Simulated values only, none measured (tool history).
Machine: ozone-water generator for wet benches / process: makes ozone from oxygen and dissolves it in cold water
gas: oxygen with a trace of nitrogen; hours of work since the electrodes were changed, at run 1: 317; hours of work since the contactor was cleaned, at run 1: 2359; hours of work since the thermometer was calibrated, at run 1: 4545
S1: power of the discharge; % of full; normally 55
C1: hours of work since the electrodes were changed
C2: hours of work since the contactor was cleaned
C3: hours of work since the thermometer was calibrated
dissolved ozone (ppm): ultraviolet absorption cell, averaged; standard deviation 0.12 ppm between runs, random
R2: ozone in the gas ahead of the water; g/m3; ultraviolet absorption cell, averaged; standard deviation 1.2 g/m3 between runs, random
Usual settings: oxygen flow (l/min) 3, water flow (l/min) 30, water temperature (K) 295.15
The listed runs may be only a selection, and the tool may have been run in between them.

Run 1, day 0: usual settings; C1 317; C2 2359; C3 4545. Result: dissolved ozone (ppm) 10.9, R2 209.7 g/m3.
Run 2, day 0.812: usual settings; C1 336; C2 2378; C3 4564. Result: dissolved ozone (ppm) 11.3, R2 207.8 g/m3.
Run 3, day 2.492: usual settings; C1 376; C2 2418; C3 4604. Result: dissolved ozone (ppm) 11.2, R2 208 g/m3.
Run 4, day 4.125: usual settings; C1 415; C2 2457; C3 4643. Result: dissolved ozone (ppm) 11.3, R2 208.5 g/m3.
At day 4.275: water thermometer calibrated.
Run 5, day 5.296: usual settings but water flow (l/min) 22; C1 443; C2 2484; C3 24. Result: dissolved ozone (ppm) 14.5, R2 208 g/m3.
Run 6, day 6.371: usual settings but water flow (l/min) 22; C1 468; C2 2510; C3 50. Result: dissolved ozone (ppm) 14.7, R2 210.7 g/m3.
Run 7, day 7.55: usual settings but water flow (l/min) 22; C1 496; C2 2538; C3 78. Result: dissolved ozone (ppm) 14.5, R2 208.5 g/m3.
Run 8, day 8.412: usual settings but water flow (l/min) 22; C1 517; C2 2559; C3 99. Result: dissolved ozone (ppm) 14.4, R2 208.4 g/m3.
Run 9, day 9.554: usual settings but water flow (l/min) 22; C1 544; C2 2586; C3 126. Result: dissolved ozone (ppm) 14.1, R2 207.4 g/m3.
Run 10, day 11.375: usual settings but S1 60 % of full, oxygen flow (l/min) 4.25; C1 588; C2 2629; C3 169. Result: dissolved ozone (ppm) 13, R2 193.4 g/m3.
Run 11, day 12.792: usual settings but S1 60 % of full, oxygen flow (l/min) 4.25; C1 621; C2 2663; C3 203. Result: dissolved ozone (ppm) 13.3, R2 191.1 g/m3.
Run 12, day 14.1: usual settings but S1 44 % of full, oxygen flow (l/min) 2.06, water temperature (K) 289.15; C1 653; C2 2694; C3 234. Result: dissolved ozone (ppm) 8.8, R2 209.8 g/m3.
Run 13, day 15.625: usual settings but S1 44 % of full, oxygen flow (l/min) 2.06, water temperature (K) 289.15; C1 689; C2 2731; C3 271. Result: dissolved ozone (ppm) 8.7, R2 209.5 g/m3.
Run 14, day 16.858: usual settings but S1 73 % of full, oxygen flow (l/min) 4.53, water flow (l/min) 37, water temperature (K) 296.15; C1 718; C2 2760; C3 300. Result: dissolved ozone (ppm) 12.2, R2 207.1 g/m3.
Run 15, day 18.375: usual settings but S1 73 % of full, oxygen flow (l/min) 4.53, water flow (l/min) 37, water temperature (K) 296.15; C1 755; C2 2796; C3 336. Result: dissolved ozone (ppm) 12.4, R2 206 g/m3.
Run 16, day 19.779: usual settings but S1 72 % of full, oxygen flow (l/min) 2.58, water flow (l/min) 37, water temperature (K) 296.15; C1 788; C2 2830; C3 370. Result: dissolved ozone (ppm) 10, R2 253.4 g/m3.
Run 17, day 20.696: usual settings but S1 72 % of full, oxygen flow (l/min) 2.58, water flow (l/min) 37, water temperature (K) 296.15; C1 810; C2 2852; C3 392. Result: dissolved ozone (ppm) 9.7, R2 254.1 g/m3.

Hidden condition of the tool, last listed run before each entry between runs versus first listed run after:
After run 4, before run 5: water thermometer calibrated (day 4.275)
  true water temperature over the reading, C: 0.01 -> 0; drift of the gauge itself on gas_g_m3, %: -0.26 -> -0.33
  what was measured, less what the result would be without the hidden state, R2: -0.6 -> -0.7 g/m3

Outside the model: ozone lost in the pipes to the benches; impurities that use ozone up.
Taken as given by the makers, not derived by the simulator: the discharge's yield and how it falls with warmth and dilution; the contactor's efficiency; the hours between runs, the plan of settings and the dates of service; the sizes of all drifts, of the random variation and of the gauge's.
